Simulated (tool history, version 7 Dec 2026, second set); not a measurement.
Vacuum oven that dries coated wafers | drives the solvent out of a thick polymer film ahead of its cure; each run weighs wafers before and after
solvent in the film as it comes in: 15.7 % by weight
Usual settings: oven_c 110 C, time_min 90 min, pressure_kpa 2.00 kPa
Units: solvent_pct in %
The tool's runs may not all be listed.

{"run": 1, "hour": 0.0, "oven_c": 110, "time_min": 90, "pressure_kpa": 2.0, "solvent_pct": 1.429}
{"run": 2, "hour": 30.2, "oven_c": 110, "time_min": 90, "pressure_kpa": 2.0, "solvent_pct": 1.425}
{"run": 3, "hour": 80.3, "oven_c": 110, "time_min": 90, "pressure_kpa": 2.0, "solvent_pct": 1.423}
{"run": 4, "hour": 123.9, "oven_c": 110, "time_min": 90, "pressure_kpa": 2.0, "solvent_pct": 1.434}
{"run": 5, "hour": 151.2, "oven_c": 110, "time_min": 90, "pressure_kpa": 4.89, "solvent_pct": 2.106}
{"run": 6, "hour": 192.0, "oven_c": 110, "time_min": 90, "pressure_kpa": 1.33, "solvent_pct": 1.266}
{"run": 7, "hour": 224.1, "oven_c": 110, "time_min": 90, "pressure_kpa": 1.33, "solvent_pct": 1.271}
{"run": 8, "hour": 280.3, "oven_c": 110, "time_min": 130, "pressure_kpa": 2.0, "solvent_pct": 0.791}
{"run": 9, "hour": 324.7, "oven_c": 110, "time_min": 130, "pressure_kpa": 2.0, "solvent_pct": 0.8}
{"run": 10, "hour": 359.1, "oven_c": 110, "time_min": 130, "pressure_kpa": 2.0, "solvent_pct": 0.789}
{"run": 11, "hour": 398.6, "oven_c": 110, "time_min": 130, "pressure_kpa": 2.0, "solvent_pct": 0.799}
{"run": 12, "hour": 438.1, "oven_c": 110, "time_min": 130, "pressure_kpa": 2.0, "solvent_pct": 0.79}
{"run": 13, "hour": 497.0, "oven_c": 110, "time_min": 154, "pressure_kpa": 2.0, "solvent_pct": 0.647}
{"run": 14, "hour": 556.5, "oven_c": 110, "time_min": 154, "pressure_kpa": 2.0, "solvent_pct": 0.659}
{"run": 15, "hour": 605.0, "oven_c": 110, "time_min": 154, "pressure_kpa": 2.0, "solvent_pct": 0.653}
{"run": 16, "hour": 632.4, "oven_c": 110, "time_min": 60, "pressure_kpa": 2.0, "solvent_pct": 2.688}
{"run": 17, "hour": 675.9, "oven_c": 110, "time_min": 60, "pressure_kpa": 2.0, "solvent_pct": 2.703}
{"run": 18, "hour": 716.6, "oven_c": 111, "time_min": 135, "pressure_kpa": 2.0, "solvent_pct": 0.686}
{"run": 19, "hour": 742.7, "oven_c": 111, "time_min": 135, "pressure_kpa": 2.0, "solvent_pct": 0.694}
{"run": 20, "hour": 778.4, "oven_c": 101, "time_min": 138, "pressure_kpa": 3.87, "solvent_pct": 2.551}
{"run": 21, "hour": 804.7, "oven_c": 116, "time_min": 66, "pressure_kpa": 4.59, "solvent_pct": 1.726}
{"run": 22, "hour": 848.3, "oven_c": 117, "time_min": 90, "pressure_kpa": 1.45, "solvent_pct": 0.534}
{"run": 23, "hour": 894.5, "oven_c": 117, "time_min": 90, "pressure_kpa": 1.45, "solvent_pct": 0.534}

3 ways to go on from here, each from the tool as it stands after run 23. What would each give?
{"run": "A", "hour": 936.1, "oven_c": 108, "time_min": 108, "pressure_kpa": 2.97, "solvent_pct": "?"}
{"run": "B", "hour": 936.1, "oven_c": 97, "time_min": 93, "pressure_kpa": 1.54, "solvent_pct": "?"}
{"run": "C", "hour": 936.1, "oven_c": 97, "time_min": 119, "pressure_kpa": 2.72, "solvent_pct": "?"}

run=A solvent_pct=1.571
run=B solvent_pct=4.384
run=C solvent_pct=3.716
Without the tool's hidden state the same runs would have given:
run=A solvent_pct=1.573
run=B solvent_pct=4.388
run=C solvent_pct=3.719
